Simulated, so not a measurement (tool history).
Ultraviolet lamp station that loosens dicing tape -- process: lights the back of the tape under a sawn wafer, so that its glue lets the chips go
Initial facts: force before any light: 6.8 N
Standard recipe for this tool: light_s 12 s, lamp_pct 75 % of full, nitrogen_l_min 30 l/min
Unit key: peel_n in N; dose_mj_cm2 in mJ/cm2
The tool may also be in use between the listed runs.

Run 1, hour 0: usual settings. Result: peel_n 0.873 N, dose_mj_cm2 360 mJ/cm2.
Run 2, hour 7.7: usual settings but nitrogen_l_min 13 l/min. Result: peel_n 1.431 N, dose_mj_cm2 359 mJ/cm2.
Run 3, hour 12.7: usual settings but nitrogen_l_min 13 l/min. Result: peel_n 1.401 N, dose_mj_cm2 362 mJ/cm2.
Run 4, hour 23.1: usual settings but nitrogen_l_min 13 l/min. Result: peel_n 1.429 N, dose_mj_cm2 355 mJ/cm2.
Run 5, hour 29.9: usual settings but nitrogen_l_min 13 l/min. Result: peel_n 1.414 N, dose_mj_cm2 351 mJ/cm2.
Run 6, hour 35: usual settings but nitrogen_l_min 27 l/min. Result: peel_n 0.904 N, dose_mj_cm2 356 mJ/cm2.
Run 7, hour 41.7: usual settings but light_s 19 s, lamp_pct 67 % of full, nitrogen_l_min 10 l/min. Result: peel_n 1.042 N, dose_mj_cm2 513 mJ/cm2.
Run 8, hour 48.5: usual settings but light_s 23 s, lamp_pct 63 % of full, nitrogen_l_min 58 l/min. Result: peel_n 0.291 N, dose_mj_cm2 581 mJ/cm2.
Run 9, hour 56.2: usual settings but light_s 17 s, lamp_pct 63 % of full, nitrogen_l_min 58 l/min. Result: peel_n 0.438 N, dose_mj_cm2 427 mJ/cm2.

Run 10 is up next; what results do you expect?
Run 10, hour 66.1: usual settings but light_s 19 s, lamp_pct 65 % of full, nitrogen_l_min 22 l/min. Result: peel_n ?, dose_mj_cm2 ?.

{"run 10": {"peel_n": 0.587, "dose_mj_cm2": 489}}
With the hidden condition absent and the run-to-run variation left alone, this run would have shown peel_n 0.585 N, dose_mj_cm2 490 mJ/cm2.

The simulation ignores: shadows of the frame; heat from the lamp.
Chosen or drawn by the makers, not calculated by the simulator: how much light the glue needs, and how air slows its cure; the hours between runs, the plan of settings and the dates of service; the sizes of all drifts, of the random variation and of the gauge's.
